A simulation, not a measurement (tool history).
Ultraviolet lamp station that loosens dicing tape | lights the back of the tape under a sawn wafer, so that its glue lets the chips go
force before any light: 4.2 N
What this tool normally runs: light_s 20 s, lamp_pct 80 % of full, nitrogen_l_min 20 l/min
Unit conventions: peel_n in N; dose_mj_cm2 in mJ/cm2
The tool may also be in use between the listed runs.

run,hour,light_s,lamp_pct,nitrogen_l_min,peel_n,dose_mj_cm2
1,0.0,20,80,20,0.394,395
2,4.8,20,80,23,0.368,391
3,12.7,20,80,23,0.340,391
4,20.0,20,80,23,0.351,397
5,25.6,20,80,23,0.376,396
6,31.7,20,80,23,0.353,398
7,36.8,20,80,20,0.402,395
8,42.7,20,80,20,0.423,391
9,47.7,20,80,20,0.392,396
10,53.9,22,80,20,0.335,432
11,61.5,20,80,20,0.387,389
12,68.7,20,80,20,0.405,394
13,75.1,20,80,20,0.390,389
14,80.6,20,80,20,0.419,392
15,84.9,20,80,20,0.390,392
16,91.6,20,80,20,0.400,392
17,97.6,20,80,20,0.400,389
18,103.0,20,80,20,0.394,394
19,108.1,20,80,20,0.390,391
20,116.9,25,80,20,0.255,492
21,123.5,25,80,20,0.249,489
22,128.9,20,80,32,0.321,388
23,134.9,15,74,15,0.932,269
24,142.4,29,84,36,0.138,598
25,149.3,29,84,36,0.140,599
26,154.8,24,80,39,0.194,472
27,160.8,11,80,7,1.596,216
28,167.9,20,70,20,0.513,344

For run 29, what comes out?
29,176.5,34,61,9,?,?

{"run 29": {"peel_n": 0.419, "dose_mj_cm2": 508}}
Without the tool's hidden state the same run would have given peel_n 0.418 N, dose_mj_cm2 509 mJ/cm2.

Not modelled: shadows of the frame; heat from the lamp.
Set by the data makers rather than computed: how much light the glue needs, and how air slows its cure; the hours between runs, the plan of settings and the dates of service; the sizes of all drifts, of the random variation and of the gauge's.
